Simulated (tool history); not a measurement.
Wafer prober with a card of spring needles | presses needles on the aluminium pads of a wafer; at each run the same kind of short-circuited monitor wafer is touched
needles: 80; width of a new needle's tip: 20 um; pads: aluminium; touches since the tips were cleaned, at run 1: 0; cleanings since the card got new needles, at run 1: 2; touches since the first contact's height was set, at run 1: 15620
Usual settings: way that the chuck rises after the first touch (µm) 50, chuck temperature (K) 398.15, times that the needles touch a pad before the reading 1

run,hour,way that the chuck rises after the first touch (µm),chuck temperature (K),times that the needles touch a pad before the reading,touches since the tips were cleaned,cleanings since the card got new needles,touches since the first contact's height was set,resistance of one needle with its contact and lead (mohm),way that a needle slides on the pad (µm)
1,0,50,398.15,1,0,2,15620,260,6.19
2,22.8,37,398.15,1,3584,2,19204,268,4.572
3,39.9,37,398.15,1,6258,2,21878,263,4.576
# hour 41.6: tips cleaned on abrasive film
4,67.9,50,398.15,1,4127,3,26265,255,6.161
# hour 82.9: tips cleaned on abrasive film
5,89.7,50,356.15,1,1072,4,29666,246,6.159
6,115.8,50,356.15,1,5170,4,33764,254,6.148
# hour 125.7: tips cleaned on abrasive film
7,132.8,50,356.15,1,1127,5,36422,249,6.143
8,156.2,50,356.15,2,4791,5,40086,249,6.141
# hour 167.6: tips cleaned on abrasive film
9,179.8,65,356.15,2,1930,6,43785,246,7.972
10,197.9,50,311.15,1,4765,6,46620,238,6.124
# hour 208.7: tips cleaned on abrasive film
11,216.8,50,398.15,1,1278,7,49569,258,6.119
12,244.4,50,398.15,1,5616,7,53907,259,6.107
# hour 250.7: tips cleaned on abrasive film
13,262.4,50,398.15,1,1837,8,56715,259,6.111
14,286.3,50,398.15,1,5582,8,60460,259,6.098
# hour 289.1: height of the first contact set anew
# hour 292.8: tips cleaned on abrasive film
15,304.1,50,302.15,1,1768,9,2346,236,6.094
16,326.2,50,398.15,1,5241,9,5819,262,6.092
# hour 334: tips cleaned on abrasive film
17,349.7,50,372.15,1,2460,10,9479,253,6.079
# hour 375.3: tips cleaned on abrasive film
18,375.3,43,372.15,1,4,11,13493,253,5.214
19,397.6,43,343.15,3,3497,11,16986,246,5.227
20,409.8,33,304.15,2,5419,11,18908,242,4
# hour 417.5: tips cleaned on abrasive film
21,434.8,50,398.15,2,2718,12,22816,256,6.058
# hour 459.9: tips cleaned on abrasive film
22,460.1,35,300.15,1,41,13,26769,237,4.239
23,476.6,35,300.15,2,2635,13,29363,242,4.23
# hour 492.9: gauge calibrated
24,492.9,31,300.15,3,5188,13,31916,240,3.818
# hour 501: tips cleaned on abrasive film
25,521.7,32,323.15,1,3244,14,36415,246,3.948
# hour 542.2: tips cleaned on abrasive film
26,548.9,33,371.15,2,1051,15,40680,264,4.071
27,571.8,33,371.15,2,4640,15,44269,256,4.062
# hour 583.3: tips cleaned on abrasive film
28,594.3,48,394.15,2,1722,16,47782,259,5.9
29,619.5,38,321.15,1,5680,16,51740,246,4.673
# hour 624.5: tips cleaned on abrasive film
30,648.4,64,303.15,2,3747,17,56255,229,7.849
# hour 665.5: tips cleaned on abrasive film
31,671.4,64,303.15,2,933,18,59858,229,7.851
# hour 677.2: height of the first contact set anew
32,686.2,50,353.15,2,3200,18,1416,248,6.136
33,704.8,50,353.15,2,6130,18,4346,245,6.125
# hour 706.7: tips cleaned on abrasive film
34,717.8,50,353.15,2,1744,19,6361,247,6.117

How the hidden state differs across the entries between the runs, from the last listed run before each to the first after it:
Between runs 3 and 4: tips cleaned on abrasive film (hour 41.6)
  debris on the tips, nm: 0.2 -> 0.1; drift of the gauge itself on scrub_um, %: -0.2 -> -0.33
  measured less the result without the state, way that a needle slides on the pad (µm): -0.009 -> -0.02
Between runs 4 and 5: tips cleaned on abrasive film (hour 82.9)
  drift of the gauge itself on scrub_um, %: -0.33 -> -0.44
  measured less the result without the state, way that a needle slides on the pad (µm): -0.02 -> -0.027
Between runs 6 and 7: tips cleaned on abrasive film (hour 125.7)
  debris on the tips, nm: 0.2 -> 0.1; drift of the gauge itself on scrub_um, %: -0.57 -> -0.65
  measured less the result without the state, way that a needle slides on the pad (µm): -0.035 -> -0.041
Between runs 8 and 9: tips cleaned on abrasive film (hour 167.6)
  debris on the tips, nm: 0.2 -> 0.1; drift of the gauge itself on scrub_um, %: -0.76 -> -0.88
  measured less the result without the state, way that a needle slides on the pad (µm): -0.048 -> -0.071
Between runs 10 and 11: tips cleaned on abrasive film (hour 208.7)
  debris on the tips, nm: 0.2 -> 0.1; drift of the gauge itself on scrub_um, %: -0.97 -> -1.06
  measured less the result without the state, way that a needle slides on the pad (µm): -0.06 -> -0.066
Between runs 12 and 13: tips cleaned on abrasive film (hour 250.7)
  debris on the tips, nm: 0.2 -> 0.1; drift of the gauge itself on scrub_um, %: -1.2 -> -1.28
  measured less the result without the state, way that a needle slides on the pad (µm): -0.074 -> -0.08
Between runs 14 and 15: height of the first contact set anew (hour 289.1); tips cleaned on abrasive film (hour 292.8)
  debris on the tips, nm: 0.2 -> 0.1; drift of the gauge itself on scrub_um, %: -1.4 -> -1.48
  measured less the result without the state, way that a needle slides on the pad (µm): -0.086 -> -0.092
Between runs 16 and 17: tips cleaned on abrasive film (hour 334)
  debris on the tips, nm: 0.2 -> 0.1; drift of the gauge itself on scrub_um, %: -1.59 -> -1.71
  measured less the result without the state, way that a needle slides on the pad (µm): -0.099 -> -0.106
Between runs 17 and 18: tips cleaned on abrasive film (hour 375.3)
  debris on the tips, nm: 0.1 -> 0; drift of the gauge itself on scrub_um, %: -1.71 -> -1.83
  measured less the result without the state, way that a needle slides on the pad (µm): -0.106 -> -0.098
Between runs 20 and 21: tips cleaned on abrasive film (hour 417.5)
  debris on the tips, nm: 0.2 -> 0.1; drift of the gauge itself on scrub_um, %: -2 -> -2.12
  measured less the result without the state, way that a needle slides on the pad (µm): -0.082 -> -0.132
Between runs 21 and 22: tips cleaned on abrasive film (hour 459.9)
  debris on the tips, nm: 0.1 -> 0; drift of the gauge itself on scrub_um, %: -2.12 -> -2.25
  measured less the result without the state, way that a needle slides on the pad (µm): -0.132 -> -0.098
Between runs 23 and 24: gauge calibrated (hour 492.9)
  debris on the tips, nm: 0.1 -> 0.2; drift of the gauge itself on scrub_um, %: -2.33 -> 0
  measured less the result without the state, way that a needle slides on the pad (µm): -0.101 -> +0
Between runs 24 and 25: tips cleaned on abrasive film (hour 501)
  debris on the tips, nm: 0.2 -> 0.1; drift of the gauge itself on scrub_um, %: 0 -> -0.14
  measured less the result without the state, way that a needle slides on the pad (µm): +0 -> -0.006
Between runs 25 and 26: tips cleaned on abrasive film (hour 542.2)
  drift of the gauge itself on scrub_um, %: -0.14 -> -0.27
  measured less the result without the state, way that a needle slides on the pad (µm): -0.006 -> -0.011
Between runs 27 and 28: tips cleaned on abrasive film (hour 583.3)
  debris on the tips, nm: 0.2 -> 0.1; drift of the gauge itself on scrub_um, %: -0.39 -> -0.5
  measured less the result without the state, way that a needle slides on the pad (µm): -0.016 -> -0.029
Between runs 29 and 30: tips cleaned on abrasive film (hour 624.5)
  debris on the tips, nm: 0.2 -> 0.1; drift of the gauge itself on scrub_um, %: -0.62 -> -0.76
  measured less the result without the state, way that a needle slides on the pad (µm): -0.03 -> -0.06
Between runs 30 and 31: tips cleaned on abrasive film (hour 665.5)
  debris on the tips, nm: 0.1 -> 0; drift of the gauge itself on scrub_um, %: -0.76 -> -0.87
  measured less the result without the state, way that a needle slides on the pad (µm): -0.06 -> -0.07
Between runs 31 and 32: height of the first contact set anew (hour 677.2)
  debris on the tips, nm: 0 -> 0.1; drift of the gauge itself on scrub_um, %: -0.87 -> -0.94
  measured less the result without the state, way that a needle slides on the pad (µm): -0.07 -> -0.058
Between runs 33 and 34: tips cleaned on abrasive film (hour 706.7)
  debris on the tips, nm: 0.2 -> 0.1; drift of the gauge itself on scrub_um, %: -1.03 -> -1.1
  measured less the result without the state, way that a needle slides on the pad (µm): -0.064 -> -0.068
